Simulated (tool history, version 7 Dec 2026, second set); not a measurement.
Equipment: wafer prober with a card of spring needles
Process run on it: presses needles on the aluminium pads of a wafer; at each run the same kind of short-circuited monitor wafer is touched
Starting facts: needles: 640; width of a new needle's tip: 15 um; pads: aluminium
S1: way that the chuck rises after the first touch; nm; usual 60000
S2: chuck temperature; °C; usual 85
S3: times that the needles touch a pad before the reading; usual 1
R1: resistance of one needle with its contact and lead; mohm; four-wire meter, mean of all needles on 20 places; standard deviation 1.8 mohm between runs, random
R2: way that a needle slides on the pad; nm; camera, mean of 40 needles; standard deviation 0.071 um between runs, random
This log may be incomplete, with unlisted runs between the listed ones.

{"run": 1, "hour": 0.0, "S1": 60000, "S2": 85, "S3": 1, "R1": 179, "R2": 7860}
{"hour": 4.1, "done": "tips cleaned on abrasive film"}
{"hour": 14.2, "done": "tips cleaned on abrasive film"}
{"hour": 20.5, "done": "height of the first contact set anew"}
{"hour": 24.6, "done": "tips cleaned on abrasive film"}
{"hour": 34.8, "done": "tips cleaned on abrasive film"}
{"hour": 44.9, "done": "tips cleaned on abrasive film"}
{"hour": 55.0, "done": "tips cleaned on abrasive film"}
{"hour": 63.1, "done": "tips cleaned on abrasive film"}
{"hour": 73.2, "done": "tips cleaned on abrasive film"}
{"hour": 83.4, "done": "tips cleaned on abrasive film"}
{"hour": 93.5, "done": "tips cleaned on abrasive film"}
{"run": 2, "hour": 101.5, "S1": 54000, "S2": 85, "S3": 1, "R1": 183, "R2": 7190}
{"hour": 103.6, "done": "tips cleaned on abrasive film"}
{"hour": 113.7, "done": "tips cleaned on abrasive film"}
{"hour": 123.8, "done": "tips cleaned on abrasive film"}
{"hour": 133.9, "done": "tips cleaned on abrasive film"}
{"hour": 144.1, "done": "tips cleaned on abrasive film"}
{"hour": 154.2, "done": "tips cleaned on abrasive film"}
{"run": 3, "hour": 154.2, "S1": 54000, "S2": 85, "S3": 1, "R1": 181, "R2": 7190}
{"hour": 162.4, "done": "tips cleaned on abrasive film"}
{"hour": 170.5, "done": "tips cleaned on abrasive film"}
{"hour": 180.6, "done": "tips cleaned on abrasive film"}
{"hour": 190.7, "done": "tips cleaned on abrasive film"}
{"hour": 200.9, "done": "tips cleaned on abrasive film"}
{"hour": 209.0, "done": "tips cleaned on abrasive film"}
{"hour": 219.1, "done": "tips cleaned on abrasive film"}
{"run": 4, "hour": 223.3, "S1": 67000, "S2": 85, "S3": 1, "R1": 182, "R2": 8860}
{"hour": 227.4, "done": "tips cleaned on abrasive film"}
{"hour": 237.5, "done": "tips cleaned on abrasive film"}
{"hour": 247.6, "done": "tips cleaned on abrasive film"}
{"hour": 257.7, "done": "tips cleaned on abrasive film"}
{"hour": 267.9, "done": "tips cleaned on abrasive film"}
{"run": 5, "hour": 273.3, "S1": 67000, "S2": 85, "S3": 1, "R1": 178, "R2": 8730}
{"hour": 277.4, "done": "tips cleaned on abrasive film"}
{"hour": 287.5, "done": "tips cleaned on abrasive film"}
{"hour": 295.6, "done": "tips cleaned on abrasive film"}
{"hour": 305.8, "done": "tips cleaned on abrasive film"}
{"hour": 315.9, "done": "tips cleaned on abrasive film"}
{"run": 6, "hour": 320.0, "S1": 67000, "S2": 85, "S3": 1, "R1": 180, "R2": 8870}
{"hour": 324.1, "done": "tips cleaned on abrasive film"}
{"hour": 334.2, "done": "tips cleaned on abrasive film"}
{"hour": 344.3, "done": "tips cleaned on abrasive film"}
{"hour": 352.5, "done": "tips cleaned on abrasive film"}
{"hour": 362.6, "done": "tips cleaned on abrasive film"}
{"hour": 372.7, "done": "tips cleaned on abrasive film"}
{"hour": 382.8, "done": "tips cleaned on abrasive film"}
{"hour": 392.9, "done": "tips cleaned on abrasive film"}
{"hour": 403.1, "done": "tips cleaned on abrasive film"}
{"hour": 413.2, "done": "tips cleaned on abrasive film"}
{"hour": 423.3, "done": "tips cleaned on abrasive film"}
{"run": 7, "hour": 424.2, "S1": 67000, "S2": 85, "S3": 1, "R1": 180, "R2": 8960}
{"hour": 432.3, "done": "tips cleaned on abrasive film"}
{"hour": 440.7, "done": "height of the first contact set anew"}
{"hour": 442.8, "done": "tips cleaned on abrasive film"}
{"hour": 452.9, "done": "tips cleaned on abrasive film"}
{"hour": 463.0, "done": "tips cleaned on abrasive film"}
{"hour": 471.1, "done": "tips cleaned on abrasive film"}
{"run": 8, "hour": 474.1, "S1": 67000, "S2": 109, "S3": 1, "R1": 182, "R2": 9010}
{"hour": 480.2, "done": "tips cleaned on abrasive film"}
{"hour": 490.3, "done": "tips cleaned on abrasive film"}
{"hour": 500.4, "done": "tips cleaned on abrasive film"}
{"hour": 510.6, "done": "tips cleaned on abrasive film"}
{"hour": 520.7, "done": "tips cleaned on abrasive film"}
{"hour": 528.8, "done": "tips cleaned on abrasive film"}
{"hour": 538.9, "done": "tips cleaned on abrasive film"}
{"run": 9, "hour": 544.9, "S1": 67000, "S2": 109, "S3": 1, "R1": 185, "R2": 8800}
{"hour": 548.5, "done": "tips cleaned on abrasive film"}
{"hour": 558.7, "done": "tips cleaned on abrasive film"}
{"hour": 568.8, "done": "tips cleaned on abrasive film"}
{"hour": 578.9, "done": "tips cleaned on abrasive film"}
{"hour": 589.0, "done": "tips cleaned on abrasive film"}
{"hour": 599.1, "done": "tips cleaned on abrasive film"}
{"hour": 609.3, "done": "tips cleaned on abrasive film"}
{"hour": 619.4, "done": "tips cleaned on abrasive film"}
{"hour": 629.5, "done": "tips cleaned on abrasive film"}
{"run": 10, "hour": 636.8, "S1": 67000, "S2": 109, "S3": 1, "R1": 183, "R2": 8830}
{"hour": 638.9, "done": "tips cleaned on abrasive film"}
{"hour": 649.0, "done": "tips cleaned on abrasive film"}
{"hour": 659.1, "done": "tips cleaned on abrasive film"}
{"hour": 669.2, "done": "tips cleaned on abrasive film"}
{"hour": 679.3, "done": "tips cleaned on abrasive film"}
{"hour": 689.4, "done": "tips cleaned on abrasive film"}
{"hour": 697.6, "done": "tips cleaned on abrasive film"}
{"hour": 707.7, "done": "tips cleaned on abrasive film"}
{"run": 11, "hour": 711.6, "S1": 67000, "S2": 109, "S3": 1, "R1": 184, "R2": 8780}
{"hour": 717.7, "done": "tips cleaned on abrasive film"}
{"hour": 727.8, "done": "tips cleaned on abrasive film"}
{"hour": 738.0, "done": "tips cleaned on abrasive film"}
{"hour": 746.1, "done": "tips cleaned on abrasive film"}
{"hour": 756.2, "done": "tips cleaned on abrasive film"}
{"hour": 766.3, "done": "tips cleaned on abrasive film"}
{"hour": 776.4, "done": "tips cleaned on abrasive film"}
{"hour": 786.6, "done": "tips cleaned on abrasive film"}
{"hour": 796.7, "done": "tips cleaned on abrasive film"}
{"hour": 806.8, "done": "tips cleaned on abrasive film"}
{"hour": 815.2, "done": "tips cleaned on abrasive film"}
{"run": 12, "hour": 815.2, "S1": 67000, "S2": 109, "S3": 1, "R1": 182, "R2": 8810}
{"hour": 825.3, "done": "tips cleaned on abrasive film"}
{"hour": 835.4, "done": "tips cleaned on abrasive film"}
{"hour": 845.5, "done": "tips cleaned on abrasive film"}
{"hour": 855.6, "done": "tips cleaned on abrasive film"}
{"hour": 862.0, "done": "height of the first contact set anew"}
{"hour": 866.1, "done": "tips cleaned on abrasive film"}
{"hour": 876.2, "done": "tips cleaned on abrasive film"}
{"hour": 886.3, "done": "tips cleaned on abrasive film"}
{"hour": 894.4, "done": "tips cleaned on abrasive film"}
{"run": 13, "hour": 896.3, "S1": 67000, "S2": 109, "S3": 1, "R1": 183, "R2": 8870}
{"hour": 904.4, "done": "tips cleaned on abrasive film"}
{"hour": 914.5, "done": "tips cleaned on abrasive film"}
{"hour": 922.7, "done": "tips cleaned on abrasive film"}
{"hour": 932.8, "done": "tips cleaned on abrasive film"}
{"hour": 940.9, "done": "tips cleaned on abrasive film"}
{"hour": 949.0, "done": "tips cleaned on abrasive film"}
{"hour": 959.1, "done": "tips cleaned on abrasive film"}
{"run": 14, "hour": 959.1, "S1": 74000, "S2": 53, "S3": 1, "R1": 171, "R2": 9800}
{"hour": 969.2, "done": "tips cleaned on abrasive film"}
{"hour": 977.3, "done": "tips cleaned on abrasive film"}
{"hour": 987.4, "done": "tips cleaned on abrasive film"}
{"hour": 997.5, "done": "tips cleaned on abrasive film"}
{"run": 15, "hour": 1005.2, "S1": 60000, "S2": 27, "S3": 1, "R1": 170, "R2": 7880}
{"hour": 1007.3, "done": "tips cleaned on abrasive film"}
{"hour": 1015.4, "done": "tips cleaned on abrasive film"}
{"hour": 1025.6, "done": "tips cleaned on abrasive film"}
{"hour": 1033.7, "done": "tips cleaned on abrasive film"}
{"hour": 1043.8, "done": "tips cleaned on abrasive film"}
{"hour": 1051.9, "done": "tips cleaned on abrasive film"}
{"run": 16, "hour": 1054.9, "S1": 60000, "S2": 27, "S3": 1, "R1": 169, "R2": 7930}
{"hour": 1061.1, "done": "tips cleaned on abrasive film"}
{"hour": 1069.2, "done": "tips cleaned on abrasive film"}
{"hour": 1079.3, "done": "tips cleaned on abrasive film"}
{"hour": 1087.4, "done": "tips cleaned on abrasive film"}
{"hour": 1097.5, "done": "tips cleaned on abrasive film"}
{"run": 17, "hour": 1104.7, "S1": 55000, "S2": 85, "S3": 3, "R1": 182, "R2": 7350}
{"hour": 1106.8, "done": "tips cleaned on abrasive film"}
{"hour": 1116.9, "done": "tips cleaned on abrasive film"}
{"hour": 1127.0, "done": "tips cleaned on abrasive film"}
{"hour": 1137.1, "done": "tips cleaned on abrasive film"}
{"hour": 1145.2, "done": "tips cleaned on abrasive film"}
{"hour": 1155.4, "done": "tips cleaned on abrasive film"}
{"hour": 1165.5, "done": "tips cleaned on abrasive film"}
{"hour": 1175.6, "done": "tips cleaned on abrasive film"}
{"run": 18, "hour": 1178.3, "S1": 53000, "S2": 57, "S3": 1, "R1": 178, "R2": 7150}
{"hour": 1184.5, "done": "tips cleaned on abrasive film"}
{"hour": 1192.6, "done": "tips cleaned on abrasive film"}
{"hour": 1202.7, "done": "tips cleaned on abrasive film"}
{"hour": 1210.8, "done": "tips cleaned on abrasive film"}
{"hour": 1220.9, "done": "tips cleaned on abrasive film"}
{"hour": 1231.0, "done": "tips cleaned on abrasive film"}
{"hour": 1241.2, "done": "tips cleaned on abrasive film"}
{"run": 19, "hour": 1241.3, "S1": 56000, "S2": 25, "S3": 1, "R1": 169, "R2": 7460}
{"hour": 1249.4, "done": "tips cleaned on abrasive film"}
{"hour": 1259.5, "done": "tips cleaned on abrasive film"}
{"hour": 1269.6, "done": "tips cleaned on abrasive film"}
{"hour": 1279.8, "done": "tips cleaned on abrasive film"}
{"hour": 1282.1, "done": "height of the first contact set anew"}
{"hour": 1290.2, "done": "tips cleaned on abrasive film"}
{"run": 20, "hour": 1293.3, "S1": 56000, "S2": 25, "S3": 1, "R1": 166, "R2": 7370}

Consider 3 possible next runs. They are alternatives, not a sequence: every one starts from the tool as it was left by run 20. What does each give?
{"hour": 1299.4, "done": "tips cleaned on abrasive film"}
{"hour": 1309.5, "done": "tips cleaned on abrasive film"}
{"hour": 1319.6, "done": "tips cleaned on abrasive film"}
{"hour": 1329.7, "done": "tips cleaned on abrasive film"}
{"hour": 1337.9, "done": "tips cleaned on abrasive film"}
{"hour": 1348.0, "done": "tips cleaned on abrasive film"}
{"hour": 1358.1, "done": "tips cleaned on abrasive film"}
{"hour": 1368.2, "done": "tips cleaned on abrasive film"}
{"run": "A", "hour": 1369.7, "S1": 56000, "S2": 25, "S3": 1, "R1": "?", "R2": "?"}
{"hour": 1299.4, "done": "tips cleaned on abrasive film"}
{"hour": 1309.5, "done": "tips cleaned on abrasive film"}
{"hour": 1319.6, "done": "tips cleaned on abrasive film"}
{"hour": 1329.7, "done": "tips cleaned on abrasive film"}
{"hour": 1337.9, "done": "tips cleaned on abrasive film"}
{"hour": 1348.0, "done": "tips cleaned on abrasive film"}
{"hour": 1358.1, "done": "tips cleaned on abrasive film"}
{"hour": 1368.2, "done": "tips cleaned on abrasive film"}
{"run": "B", "hour": 1369.7, "S1": 78000, "S2": 85, "S3": 2, "R1": "?", "R2": "?"}
{"hour": 1299.4, "done": "tips cleaned on abrasive film"}
{"hour": 1309.5, "done": "tips cleaned on abrasive film"}
{"hour": 1319.6, "done": "tips cleaned on abrasive film"}
{"hour": 1329.7, "done": "tips cleaned on abrasive film"}
{"hour": 1337.9, "done": "tips cleaned on abrasive film"}
{"hour": 1348.0, "done": "tips cleaned on abrasive film"}
{"hour": 1358.1, "done": "tips cleaned on abrasive film"}
{"hour": 1368.2, "done": "tips cleaned on abrasive film"}
{"run": "C", "hour": 1369.7, "S1": 60000, "S2": 27, "S3": 2, "R1": "?", "R2": "?"}

run=A R1=170 R2=7410
run=B R1=175 R2=10330
run=C R1=167 R2=7980
Stripped of hidden state, with their random variation kept, the same runs would have yielded:
run=A R1=170 R2=7410
run=B R1=175 R2=10330
run=C R1=167 R2=7980
